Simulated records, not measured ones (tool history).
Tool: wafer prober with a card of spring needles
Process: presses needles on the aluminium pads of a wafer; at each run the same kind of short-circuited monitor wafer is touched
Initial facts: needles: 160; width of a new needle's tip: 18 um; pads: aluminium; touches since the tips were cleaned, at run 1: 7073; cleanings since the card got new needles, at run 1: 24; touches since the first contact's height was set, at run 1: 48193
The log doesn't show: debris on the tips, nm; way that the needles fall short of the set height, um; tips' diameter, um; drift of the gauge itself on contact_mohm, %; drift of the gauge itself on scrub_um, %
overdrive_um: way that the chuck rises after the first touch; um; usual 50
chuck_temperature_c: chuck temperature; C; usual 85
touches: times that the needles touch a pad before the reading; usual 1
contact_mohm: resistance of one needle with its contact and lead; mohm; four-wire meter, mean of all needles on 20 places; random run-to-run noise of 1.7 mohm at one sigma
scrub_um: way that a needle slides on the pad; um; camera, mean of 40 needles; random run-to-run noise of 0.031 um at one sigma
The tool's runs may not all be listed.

run	hour	overdrive_um	chuck_temperature_c	touches	touches since the tips were cleaned	cleanings since the card got new needles	touches since the first contact's height was set	contact_mohm	scrub_um
1	0	50	85	1	7073	24	48193	172	13.22
# hour 5.8: tips cleaned on abrasive film
# hour 32.6: tips cleaned on abrasive film
# hour 59: tips cleaned on abrasive film
2	67.3	50	85	1	2478	27	68287	171	13.22
# hour 89: tips cleaned on abrasive film
# hour 120.2: tips cleaned on abrasive film
# hour 128.8: height of the first contact set anew
3	139.1	50	85	2	5586	29	3082	166	13.27
# hour 148.9: tips cleaned on abrasive film
# hour 175.3: tips cleaned on abrasive film
4	175.3	50	85	3	0	31	13864	169	13.23
# hour 203.5: tips cleaned on abrasive film
# hour 232.1: tips cleaned on abrasive film
5	232.1	50	85	3	0	33	30855	170	13.25
# hour 261: tips cleaned on abrasive film
6	270.7	50	85	3	2908	34	42382	167	13.23
# hour 290.5: tips cleaned on abrasive film
# hour 319: tips cleaned on abrasive film
7	328.5	50	60	3	2849	36	59677	164	13.28
# hour 346.4: tips cleaned on abrasive film
# hour 373.9: tips cleaned on abrasive film
8	397.2	50	62	3	6991	38	80198	166	13.26
# hour 403.8: tips cleaned on abrasive film
# hour 421.4: height of the first contact set anew
# hour 430.5: tips cleaned on abrasive film
9	434.4	50	62	3	1173	40	3851	164	13.27
# hour 461.9: tips cleaned on abrasive film
# hour 490.7: tips cleaned on abrasive film
10	494.3	50	62	3	1079	42	21761	166	13.33
# hour 522.5: tips cleaned on abrasive film
11	535.2	38	57	1	3821	43	33996	171	10.06
# hour 552.8: tips cleaned on abrasive film
# hour 581.4: tips cleaned on abrasive film
12	586.5	41	85	1	1535	45	49311	173	10.92
# hour 609.6: tips cleaned on abrasive film
# hour 639.5: tips cleaned on abrasive film
13	646.6	50	85	1	2108	47	67265	170	13.32
# hour 666: tips cleaned on abrasive film
# hour 693.6: tips cleaned on abrasive film
14	693.8	62	42	1	53	49	81367	156	16.46
# hour 711.4: height of the first contact set anew
# hour 725.5: tips cleaned on abrasive film
15	750.5	33	98	2	7511	50	11694	180	8.77
# hour 753.9: tips cleaned on abrasive film
# hour 780.9: tips cleaned on abrasive film
16	795.6	33	98	2	4407	52	25150	180	8.8
# hour 813: tips cleaned on abrasive film
# hour 843.3: tips cleaned on abrasive film
17	850.9	33	98	2	2282	54	41670	181	8.83
# hour 873.9: tips cleaned on abrasive film
# hour 900.2: tips cleaned on abrasive film
18	909.2	46	86	1	2710	56	59096	170	12.25
# hour 928.8: tips cleaned on abrasive film
# hour 958.3: tips cleaned on abrasive film
19	984	46	86	1	7706	58	81450	170	12.26
# hour 990.6: tips cleaned on abrasive film
# hour 1003.3: height of the first contact set anew
# hour 1017.8: tips cleaned on abrasive film
20	1026.6	40	85	1	2640	60	6958	178	10.7

Branching from run 20: 4 alternative next runs. What would each branch give?
# hour 1048.3: tips cleaned on abrasive film
# hour 1075.4: tips cleaned on abrasive film
A	1075.4	33	62	2	0	62	21543	?	?
# hour 1048.3: tips cleaned on abrasive film
# hour 1075.4: tips cleaned on abrasive film
B	1075.4	40	96	1	0	62	21543	?	?
# hour 1048.3: tips cleaned on abrasive film
# hour 1075.4: tips cleaned on abrasive film
C	1075.4	31	85	1	0	62	21543	?	?
# hour 1048.3: tips cleaned on abrasive film
# hour 1075.4: tips cleaned on abrasive film
D	1075.4	32	57	3	0	62	21543	?	?

run	contact_mohm	scrub_um
A	174	8.85
B	179	10.71
C	182	8.28
D	175	8.56
Take away the tool's hidden state, keep each run's random variation, and the runs would have read:
run	contact_mohm	scrub_um
A	174	8.74
B	178	10.58
C	182	8.18
D	175	8.46
